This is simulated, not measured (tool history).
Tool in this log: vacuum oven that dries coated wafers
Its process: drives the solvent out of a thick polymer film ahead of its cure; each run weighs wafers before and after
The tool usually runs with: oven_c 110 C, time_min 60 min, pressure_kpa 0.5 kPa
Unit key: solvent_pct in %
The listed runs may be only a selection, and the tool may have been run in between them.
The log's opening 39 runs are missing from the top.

run	hour	oven_c	time_min	pressure_kpa	hours of work since the thermocouples were calibrated	hours of work since the vacuum gauge was cleaned of residue	solvent_pct
40	466.4	110	44	1.06	668	70	2.04
41	482.2	124	69	0.551	679	81	0.39
42	492.5	99	73	0.551	686	89	2.2
43	500.3	99	73	0.551	692	94	2.17
44	509.9	99	73	0.551	698	101	2.21
45	518.5	99	73	0.362	704	107	1.91
46	534.6	105	77	0.962	716	118	1.7
47	543	105	77	0.962	722	124	1.71

3 options for the next run, each taken on its own from the tool as it stands now. Forecast them:
A	557.6	105	41	0.863	732	134	?
B	557.6	105	42	0.717	732	134	?
C	557.6	105	77	0.442	732	134	?

run	solvent_pct
A	2.95
B	2.7
C	1.05
Without the tool's hidden state the same runs would have given:
run	solvent_pct
A	3.19
B	2.94
C	1.16

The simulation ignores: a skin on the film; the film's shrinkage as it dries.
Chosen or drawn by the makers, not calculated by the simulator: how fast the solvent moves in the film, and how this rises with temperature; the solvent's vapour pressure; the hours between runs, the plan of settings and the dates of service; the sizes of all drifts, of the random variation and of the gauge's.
